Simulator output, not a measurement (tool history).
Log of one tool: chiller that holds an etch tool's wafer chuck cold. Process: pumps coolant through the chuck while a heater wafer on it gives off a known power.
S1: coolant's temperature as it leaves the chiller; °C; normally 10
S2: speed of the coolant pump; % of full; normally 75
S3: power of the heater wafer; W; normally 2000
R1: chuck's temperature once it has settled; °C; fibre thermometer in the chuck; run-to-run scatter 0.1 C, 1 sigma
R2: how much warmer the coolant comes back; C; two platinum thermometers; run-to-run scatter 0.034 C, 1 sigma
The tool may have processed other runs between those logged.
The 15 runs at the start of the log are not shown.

{"run": 16, "day": 24.2, "S1": 10, "S2": 75, "S3": 2000, "R1": 27.4, "R2": 5.35}
{"run": 17, "day": 26.638, "S1": 9, "S2": 94, "S3": 1991, "R1": 23.8, "R2": 4.25}
{"run": 18, "day": 28.854, "S1": 1, "S2": 75, "S3": 1042, "R1": 10.2, "R2": 3.01}
{"run": 19, "day": 31.254, "S1": 1, "S2": 75, "S3": 1042, "R1": 10.2, "R2": 3.05}
{"run": 20, "day": 33.546, "S1": 1, "S2": 75, "S3": 1042, "R1": 10.2, "R2": 3.1}
{"day": 34.046, "done": "gauge calibrated"}
{"run": 21, "day": 35.612, "S1": 6, "S2": 86, "S3": 2000, "R1": 21.8, "R2": 4.41}
{"run": 22, "day": 37.471, "S1": 6, "S2": 86, "S3": 2000, "R1": 21.9, "R2": 4.42}
{"run": 23, "day": 38.596, "S1": 10, "S2": 75, "S3": 1043, "R1": 19, "R2": 2.67}
{"run": 24, "day": 40.521, "S1": 10, "S2": 75, "S3": 2006, "R1": 27.6, "R2": 5.12}
{"run": 25, "day": 42.567, "S1": 15, "S2": 97, "S3": 1233, "R1": 23.8, "R2": 2.52}
{"day": 44.012, "done": "chiller's thermometer calibrated"}
{"run": 26, "day": 44.321, "S1": 0, "S2": 75, "S3": 1654, "R1": 14.2, "R2": 4.3}
{"run": 27, "day": 45.875, "S1": 0, "S2": 75, "S3": 1654, "R1": 14.5, "R2": 4.27}
{"run": 28, "day": 48.1, "S1": 10, "S2": 91, "S3": 2000, "R1": 25.3, "R2": 4.33}
{"run": 29, "day": 49.704, "S1": 7, "S2": 69, "S3": 1108, "R1": 17.3, "R2": 3.22}
{"run": 30, "day": 51.321, "S1": 7, "S2": 69, "S3": 1108, "R1": 17.2, "R2": 3.27}
{"run": 31, "day": 53.308, "S1": 14, "S2": 69, "S3": 1581, "R1": 28.7, "R2": 4.61}

3 ways to go on from here, each from the tool as it stands after run 31. What would each give?
{"run": "A", "day": 55.3, "S1": 14, "S2": 74, "S3": 2910, "R1": "?", "R2": "?"}
{"run": "B", "day": 55.3, "S1": 4, "S2": 100, "S3": 2763, "R1": "?", "R2": "?"}
{"run": "C", "day": 55.3, "S1": 14, "S2": 67, "S3": 1581, "R1": "?", "R2": "?"}

run=A R1=39.7 R2=7.68
run=B R1=23.5 R2=5.36
run=C R1=29.2 R2=4.74
Had the tool no hidden state, the same runs would have come out as:
run=A R1=39.7 R2=7.42
run=B R1=23.5 R2=5.1
run=C R1=29.2 R2=4.48
